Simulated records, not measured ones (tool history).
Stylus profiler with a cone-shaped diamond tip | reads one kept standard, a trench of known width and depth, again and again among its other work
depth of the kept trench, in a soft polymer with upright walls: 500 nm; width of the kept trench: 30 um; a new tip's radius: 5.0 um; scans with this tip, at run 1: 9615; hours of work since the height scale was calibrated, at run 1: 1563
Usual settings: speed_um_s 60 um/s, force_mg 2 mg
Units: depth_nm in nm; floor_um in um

run	day	speed_um_s	force_mg	scans with this tip	hours of work since the height scale was calibrated	depth_nm	floor_um
1	0	60	2	9615	1563	508.06	23.62
2	1.729	60	2	9755	1586	508.25	23.58
3	3.608	60	2.11	9908	1610	508.55	23.57
4	6.017	60	2	10103	1642	508.1	23.47
5	7.517	60	2	10225	1662	508.29	23.52
6	8.975	60	1.67	10343	1681	507.78	23.41
7	10.858	60	2	10496	1706	508.39	23.42
8	12.646	60	2	10641	1730	508.3	23.43
9	14.083	60	2	10757	1749	508.9	23.51
10	16.058	60	2	10918	1775	508.67	23.42
11	18.575	60	2	11122	1808	508.58	23.37
12	20.838	91	2	11306	1838	508.72	23.18
13	22.925	106	4.61	11475	1865	512.39	23.23
14	24.692	146	1.31	11618	1888	507.6	22.66
15	26.579	196	1.54	11772	1913	507.85	22.46
16	28.017	196	1.54	11888	1932	508.17	22.43
17	30.071	113	3.4	12055	1959	511.1	23.06
18	32.392	131	3.33	12243	1990	511.07	23.01
19	33.912	172	1.42	12367	2010	508.22	22.44
20	36.362	172	1.42	12565	2042	508.05	22.48

5 ways to go on from here, each from the tool as it stands after run 20. What would each give?
A	38.258	31	3.51	12719	2067	?	?
B	38.258	38	2.75	12719	2067	?	?
C	38.258	131	1.42	12719	2067	?	?
D	38.258	136	2.08	12719	2067	?	?
E	38.258	87	1.42	12719	2067	?	?

run	depth_nm	floor_um
A	511.46	23.32
B	510.17	23.26
C	508.15	22.73
D	509.45	22.76
E	507.97	22.93
Without the tool's hidden state the same runs would have given:
run	depth_nm	floor_um
A	507.12	25.52
B	505.84	25.45
C	503.84	24.93
D	505.13	24.95
E	503.66	25.12

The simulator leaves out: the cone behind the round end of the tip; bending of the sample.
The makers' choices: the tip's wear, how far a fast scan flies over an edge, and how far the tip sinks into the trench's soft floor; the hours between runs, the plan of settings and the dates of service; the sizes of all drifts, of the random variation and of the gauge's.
